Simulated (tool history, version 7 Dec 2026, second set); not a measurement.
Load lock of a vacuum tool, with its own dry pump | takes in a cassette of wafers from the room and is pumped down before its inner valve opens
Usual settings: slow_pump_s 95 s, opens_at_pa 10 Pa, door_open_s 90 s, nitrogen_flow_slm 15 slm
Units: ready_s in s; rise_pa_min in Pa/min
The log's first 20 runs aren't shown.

run	day	slow_pump_s	opens_at_pa	door_open_s	nitrogen_flow_slm	hours that the pump has run since its overhaul	times that the door has closed on its seal	incoming humidity of the room's air, %	ready_s	rise_pa_min
# day 308.262: door's seal changed, seat wiped
21	308.35	95	10	90	15	17965	4	45	142.1	0.024
22	325.471	95	18	171	31	18376	841	46.5	136.6	0.028
23	344.704	86	9	171	31	18838	1781	42.3	132.9	0.025
24	355.117	95	10	90	36	19088	2290	49.8	141.9	0.016
25	367.758	56	16	37	31	19391	2908	45.7	102.1	0.017
26	378.996	95	10	103	15	19661	3457	46.7	142.8	0.027
27	395.621	102	10	90	15	20060	4270	42.1	147.2	0.033
28	408.338	50	10	178	8	20365	4892	47.7	99.9	0.06
29	422.067	133	10	90	7	20694	5563	42.3	175.3	0.041

Run 30 comes next. What will it give?
30	440.875	94	9	84	15	21146	6482	43.3	?	?

{"run 30": {"ready_s": 140.7, "rise_pa_min": 0.023}}
Without the tool's hidden state the same run would have given ready_s 140.6 s, rise_pa_min 0.023 Pa/min.
